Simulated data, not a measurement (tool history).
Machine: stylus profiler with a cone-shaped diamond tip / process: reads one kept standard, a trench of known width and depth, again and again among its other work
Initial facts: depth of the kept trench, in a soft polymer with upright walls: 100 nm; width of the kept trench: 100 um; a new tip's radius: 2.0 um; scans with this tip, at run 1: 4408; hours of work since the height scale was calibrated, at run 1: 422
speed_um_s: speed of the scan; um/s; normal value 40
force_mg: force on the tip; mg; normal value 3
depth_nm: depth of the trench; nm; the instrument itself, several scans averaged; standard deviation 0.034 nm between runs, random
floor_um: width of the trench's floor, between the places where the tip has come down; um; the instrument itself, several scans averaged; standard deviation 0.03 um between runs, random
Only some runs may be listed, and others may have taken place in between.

run,day,speed_um_s,force_mg,scans with this tip,hours of work since the height scale was calibrated,depth_nm,floor_um
1,0,40,3,4408,422,101.53,98.44
2,0.95,40,3,4557,436,101.53,98.45
3,2.046,40,3,4728,453,101.58,98.46
4,2.954,40,3,4871,466,101.62,98.45
5,4.196,40,3,5064,485,101.62,98.44
6,5.562,40,3,5279,505,101.7,98.43
7,6.5,40,5.69,5425,519,102.36,98.41
8,7.792,40,5.69,5627,539,102.39,98.42
9,8.625,40,3,5757,551,101.67,98.37
10,9.212,40,3,5850,560,101.65,98.33
11,10.217,40,3,6007,575,101.69,98.35
12,11.017,40,3,6132,587,101.74,98.36
13,11.792,40,3,6253,599,101.6,98.35
14,12.512,40,3,6366,609,101.71,98.36
15,13.683,40,3,6549,627,101.65,98.32
16,14.746,40,3,6715,643,101.73,98.36
17,15.783,40,2.43,6878,658,101.53,98.32
18,16.904,40,2.82,7053,675,101.68,98.35
19,17.612,15,3,7164,686,101.77,98.38
20,19.054,15,3,7390,707,101.8,98.43
21,19.975,40,3,7533,721,101.69,98.34
22,20.617,108,3,7634,731,101.73,98.1
23,21.958,108,3,7844,751,101.71,98.17
24,22.692,108,3,7958,762,101.78,98.11
25,23.646,108,3,8108,776,101.69,98.06
26,24.654,108,3,8266,791,101.64,98.13
27,25.508,154,1.45,8400,804,101.24,97.76
28,26.375,24,3,8535,817,101.8,98.3
# day 26.492: height scale calibrated on a step standard
29,27.517,108,3.4,8710,15,102.05,98.12
30,28.25,23,1.3,8825,26,101.22,98.26
31,29.321,23,1.3,8993,42,101.28,98.25
32,29.912,45,5.24,9085,51,102.52,98.26
33,30.838,45,5.24,9230,65,102.44,98.34
34,32.208,45,5.24,9445,86,102.51,98.21
35,33.058,17,5.24,9577,98,102.59,98.3
36,34.079,17,5.24,9737,114,102.48,98.27
# day 34.738: height scale calibrated on a step standard, once more
37,34.825,76,2.42,9850,1,101.15,98.09
38,35.567,16,3,9967,12,101.38,98.29
39,36.808,48,4.89,10161,31,101.92,98.2
40,38.267,49,2.62,10389,53,101.23,98.18
41,39.062,49,2.62,10514,65,101.26,98.15
42,40.017,15,5.84,10663,79,102.16,98.21
43,41.288,15,8.05,10862,98,102.71,98.24
44,42.433,54,4.81,11041,115,101.95,98.13
45,43.196,12,5.22,11160,127,101.98,98.2
46,44.292,38,4.4,11332,143,101.82,98.2
47,44.962,121,1.27,11437,153,100.85,97.78

Branching from run 47: 3 alternative next runs. What would each branch give?
A,45.558,98,2.53,11530,162,?,?
B,45.558,21,4.84,11530,162,?,?
C,45.558,82,3,11530,162,?,?

run,depth_nm,floor_um
A,101.22,97.95
B,101.96,98.24
C,101.46,97.97
Without the tool's unlogged condition, the same runs would have read:
run,depth_nm,floor_um
A,101.17,98.44
B,101.91,98.72
C,101.42,98.45
